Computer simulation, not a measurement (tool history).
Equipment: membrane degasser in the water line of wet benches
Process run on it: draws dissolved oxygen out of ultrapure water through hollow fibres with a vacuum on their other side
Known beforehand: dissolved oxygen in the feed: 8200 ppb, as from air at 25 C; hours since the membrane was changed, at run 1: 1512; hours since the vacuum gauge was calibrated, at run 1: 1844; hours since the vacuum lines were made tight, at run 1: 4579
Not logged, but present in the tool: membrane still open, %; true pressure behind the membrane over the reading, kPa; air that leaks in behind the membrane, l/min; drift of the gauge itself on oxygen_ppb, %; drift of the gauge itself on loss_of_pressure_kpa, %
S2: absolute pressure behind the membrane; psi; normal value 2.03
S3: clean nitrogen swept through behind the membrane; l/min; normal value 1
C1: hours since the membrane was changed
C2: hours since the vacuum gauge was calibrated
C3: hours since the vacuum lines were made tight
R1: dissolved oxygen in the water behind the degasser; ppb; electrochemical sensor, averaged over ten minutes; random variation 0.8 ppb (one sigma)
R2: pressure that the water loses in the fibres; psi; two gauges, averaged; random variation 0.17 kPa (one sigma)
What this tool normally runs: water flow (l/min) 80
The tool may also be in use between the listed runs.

{"run": 1, "day": 0.0, "water flow (l/min)": 80, "S2": 2.03, "S3": 1, "C1": 1512, "C2": 1844, "C3": 4579, "R1": 1314.8, "R2": 9.751}
{"run": 2, "day": 2.104, "water flow (l/min)": 80, "S2": 2.03, "S3": 1, "C1": 1562, "C2": 1894, "C3": 4630, "R1": 1315, "R2": 9.725}
{"run": 3, "day": 3.521, "water flow (l/min)": 80, "S2": 2.03, "S3": 1, "C1": 1596, "C2": 1928, "C3": 4664, "R1": 1315.9, "R2": 9.733}
{"run": 4, "day": 6.192, "water flow (l/min)": 80, "S2": 2.03, "S3": 1, "C1": 1660, "C2": 1992, "C3": 4728, "R1": 1316.2, "R2": 9.749}
{"run": 5, "day": 7.788, "water flow (l/min)": 80, "S2": 2.03, "S3": 1, "C1": 1699, "C2": 2031, "C3": 4766, "R1": 1317.2, "R2": 9.778}
{"run": 6, "day": 10.15, "water flow (l/min)": 80, "S2": 2.03, "S3": 1, "C1": 1755, "C2": 2087, "C3": 4823, "R1": 1317.2, "R2": 9.736}
{"run": 7, "day": 12.062, "water flow (l/min)": 80, "S2": 2.03, "S3": 1, "C1": 1801, "C2": 2133, "C3": 4869, "R1": 1315.9, "R2": 9.764}
{"run": 8, "day": 14.746, "water flow (l/min)": 80, "S2": 2.03, "S3": 2.39, "C1": 1866, "C2": 2198, "C3": 4933, "R1": 731, "R2": 9.719}
{"run": 9, "day": 16.25, "water flow (l/min)": 80, "S2": 2.03, "S3": 2.39, "C1": 1902, "C2": 2234, "C3": 4969, "R1": 730.6, "R2": 9.76}
{"run": 10, "day": 19.029, "water flow (l/min)": 80, "S2": 2.03, "S3": 2.39, "C1": 1968, "C2": 2301, "C3": 5036, "R1": 730.4, "R2": 9.725}
{"run": 11, "day": 21.192, "water flow (l/min)": 80, "S2": 2.03, "S3": 2.39, "C1": 2020, "C2": 2352, "C3": 5088, "R1": 731.3, "R2": 9.774}
{"run": 12, "day": 23.842, "water flow (l/min)": 80, "S2": 2.03, "S3": 2.39, "C1": 2084, "C2": 2416, "C3": 5151, "R1": 729.9, "R2": 9.78}
{"run": 13, "day": 25.796, "water flow (l/min)": 89, "S2": 2.55, "S3": 1.07, "C1": 2131, "C2": 2463, "C3": 5198, "R1": 1724.8, "R2": 10.901}
{"run": 14, "day": 28.779, "water flow (l/min)": 72, "S2": 1.84, "S3": 1.7, "C1": 2202, "C2": 2535, "C3": 5270, "R1": 769.1, "R2": 8.778}
{"run": 15, "day": 30.55, "water flow (l/min)": 73, "S2": 4.35, "S3": 0.52, "C1": 2245, "C2": 2577, "C3": 5312, "R1": 3572.7, "R2": 8.934}
{"run": 16, "day": 32.2, "water flow (l/min)": 103, "S2": 2.03, "S3": 0.82, "C1": 2285, "C2": 2617, "C3": 5352, "R1": 1716.1, "R2": 12.631}
{"run": 17, "day": 35.038, "water flow (l/min)": 103, "S2": 2.03, "S3": 0.82, "C1": 2353, "C2": 2685, "C3": 5420, "R1": 1718.5, "R2": 12.665}
{"run": 18, "day": 36.612, "water flow (l/min)": 61, "S2": 1.89, "S3": 0.54, "C1": 2390, "C2": 2722, "C3": 5458, "R1": 1467.1, "R2": 7.435}
{"run": 19, "day": 39.175, "water flow (l/min)": 108, "S2": 1.75, "S3": 0.44, "C1": 2452, "C2": 2784, "C3": 5519, "R1": 1980.6, "R2": 13.226}
{"run": 20, "day": 41.488, "water flow (l/min)": 107, "S2": 1.32, "S3": 0.44, "C1": 2507, "C2": 2840, "C3": 5575, "R1": 1392.3, "R2": 13.052}
{"run": 21, "day": 43.496, "water flow (l/min)": 109, "S2": 2.03, "S3": 1.48, "C1": 2556, "C2": 2888, "C3": 5623, "R1": 1279.3, "R2": 13.335}

The next listed run, before its measurement:
{"run": 22, "day": 46.446, "water flow (l/min)": 109, "S2": 2.03, "S3": 1.48, "C1": 2626, "C2": 2959, "C3": 5694, "R1": "?", "R2": "?"}

R1: 1280.2 ppb
R2: 13.338 psi
The same run, on a tool lacking any hidden state, would have yielded R1 1265.4 ppb, R2 13.219 psi.

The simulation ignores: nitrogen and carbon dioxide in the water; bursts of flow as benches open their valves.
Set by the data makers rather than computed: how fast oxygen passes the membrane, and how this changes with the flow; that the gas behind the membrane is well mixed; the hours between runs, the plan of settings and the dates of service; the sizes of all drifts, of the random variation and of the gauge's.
